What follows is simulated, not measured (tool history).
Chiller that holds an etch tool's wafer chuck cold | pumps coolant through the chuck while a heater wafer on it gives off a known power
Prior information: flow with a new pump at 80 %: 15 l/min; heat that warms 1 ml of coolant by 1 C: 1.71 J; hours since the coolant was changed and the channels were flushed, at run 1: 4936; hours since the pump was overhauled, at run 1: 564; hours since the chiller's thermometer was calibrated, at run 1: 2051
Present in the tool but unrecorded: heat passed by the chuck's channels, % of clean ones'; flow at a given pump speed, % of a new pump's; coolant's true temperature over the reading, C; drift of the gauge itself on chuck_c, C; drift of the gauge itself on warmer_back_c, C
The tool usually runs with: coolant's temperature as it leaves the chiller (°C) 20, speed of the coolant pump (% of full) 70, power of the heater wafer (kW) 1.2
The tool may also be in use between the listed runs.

| run | hour | coolant's temperature as it leaves the chiller (°C) | speed of the coolant pump (% of full) | power of the heater wafer (kW) | hours since the coolant was changed and the channels were flushed | hours since the pump was overhauled | hours since the chiller's thermometer was calibrated | chuck's temperature once it has settled (°C) | how much warmer the coolant comes back (C) |
|---|---|---|---|---|---|---|---|---|---|
| 1 | 0 | 20 | 70 | 1.2 | 4936 | 564 | 2051 | 36.7 | 3.25 |
| 2 | 30.9 | 20 | 70 | 1.2 | 4967 | 595 | 2082 | 36.8 | 3.32 |
| 3 | 63.4 | 20 | 70 | 1.2 | 4999 | 627 | 2115 | 36.6 | 3.3 |
| 4 | 95.7 | 20 | 70 | 1.564 | 5032 | 660 | 2147 | 41.6 | 4.26 |
| 5 | 116.9 | 20 | 70 | 1.2 | 5053 | 681 | 2168 | 36.6 | 3.28 |
| 6 | 132.5 | 20 | 70 | 1.2 | 5068 | 696 | 2184 | 36.7 | 3.27 |
| 7 | 164.9 | 20 | 70 | 1.2 | 5101 | 729 | 2216 | 36.5 | 3.25 |
| 8 | 196 | 20 | 70 | 1.2 | 5132 | 760 | 2247 | 36.8 | 3.29 |
| 9 | 226.9 | 20 | 70 | 1.2 | 5163 | 791 | 2278 | 36.8 | 3.29 |
| 10 | 257.3 | 20 | 70 | 1.592 | 5193 | 821 | 2309 | 42.2 | 4.28 |
| 11 | 279.8 | 20 | 70 | 1.2 | 5216 | 844 | 2331 | 36.9 | 3.26 |
| 12 | 300.5 | 14 | 70 | 1.2 | 5236 | 864 | 2352 | 30.8 | 3.32 |
| 13 | 328.8 | 14 | 70 | 1.2 | 5265 | 893 | 2380 | 30.8 | 3.26 |
| 14 | 346.4 | 14 | 70 | 1.2 | 5282 | 910 | 2398 | 30.8 | 3.31 |
| 15 | 371.6 | 14 | 70 | 1.2 | 5307 | 936 | 2423 | 30.8 | 3.27 |
| 16 | 397.4 | 20 | 70 | 1.2 | 5333 | 961 | 2449 | 36.8 | 3.27 |
| 17 | 425.6 | 20 | 70 | 0.84 | 5361 | 989 | 2477 | 31.8 | 2.34 |
| 18 | 447.7 | 20 | 70 | 0.615 | 5384 | 1012 | 2499 | 28.2 | 1.63 |
| 19 | 480.1 | 20 | 70 | 0.615 | 5416 | 1044 | 2531 | 28.8 | 1.73 |
| 20 | 510 | 20 | 86 | 1.752 | 5446 | 1074 | 2561 | 40.7 | 3.9 |
| 21 | 539.3 | 26 | 73 | 1.752 | 5475 | 1103 | 2591 | 49.9 | 4.61 |
| 22 | 566.5 | 13 | 66 | 1.374 | 5502 | 1130 | 2618 | 33.5 | 4.07 |
| 23 | 580.7 | 20 | 70 | 1.068 | 5516 | 1145 | 2632 | 35.1 | 3 |
| 24 | 594.5 | 20 | 70 | 1.068 | 5530 | 1158 | 2646 | 35.1 | 2.91 |
| 25 | 625.3 | 20 | 70 | 1.068 | 5561 | 1189 | 2677 | 35.1 | 2.96 |
| 26 | 656 | 20 | 70 | 1.068 | 5592 | 1220 | 2707 | 35.2 | 2.93 |
| 27 | 672.7 | 14 | 70 | 1.068 | 5609 | 1237 | 2724 | 29.3 | 2.99 |
| 28 | 706.5 | 14 | 70 | 1.068 | 5642 | 1270 | 2758 | 29.2 | 2.96 |
| 29 | 729.6 | 14 | 69 | 1.006 | 5665 | 1293 | 2781 | 28.4 | 2.79 |
| 30 | 748.5 | 23 | 88 | 0.629 | 5684 | 1312 | 2800 | 30.2 | 1.33 |
| 31 | 780.9 | 22 | 71 | 1.149 | 5717 | 1345 | 2832 | 38.3 | 3.11 |

5 options for the next run, each taken on its own from the tool as it stands now. Forecast them:
|  | 795.5 | coolant changed, channels flushed |
| A | 817.6 | 22 | 71 | 1.467 | 22 | 1376 | 2863 | ? | ? |
|  | 795.5 | coolant changed, channels flushed |
| B | 817.6 | 20 | 69 | 1.2 | 22 | 1376 | 2863 | ? | ? |
|  | 795.5 | coolant changed, channels flushed |
| C | 817.6 | 20 | 76 | 1.2 | 22 | 1376 | 2863 | ? | ? |
|  | 795.5 | coolant changed, channels flushed |
| D | 817.6 | 20 | 96 | 1.2 | 22 | 1376 | 2863 | ? | ? |
|  | 795.5 | coolant changed, channels flushed |
| E | 817.6 | 24 | 71 | 1.149 | 22 | 1376 | 2863 | ? | ? |

| run | chuck's temperature once it has settled (°C) | how much warmer the coolant comes back (C) |
|---|---|---|
| A | 39.5 | 3.96 |
| B | 34.8 | 3.39 |
| C | 33.4 | 2.99 |
| D | 30.5 | 2.41 |
| E | 37.5 | 3.16 |
The same runs, with their run-to-run variation unchanged, on a tool lacking any hidden condition would have given:
| run | chuck's temperature once it has settled (°C) | how much warmer the coolant comes back (C) |
|---|---|---|
| A | 39.4 | 3.86 |
| B | 34.8 | 3.3 |
| C | 33.4 | 2.91 |
| D | 30.7 | 2.34 |
| E | 37.6 | 3.07 |

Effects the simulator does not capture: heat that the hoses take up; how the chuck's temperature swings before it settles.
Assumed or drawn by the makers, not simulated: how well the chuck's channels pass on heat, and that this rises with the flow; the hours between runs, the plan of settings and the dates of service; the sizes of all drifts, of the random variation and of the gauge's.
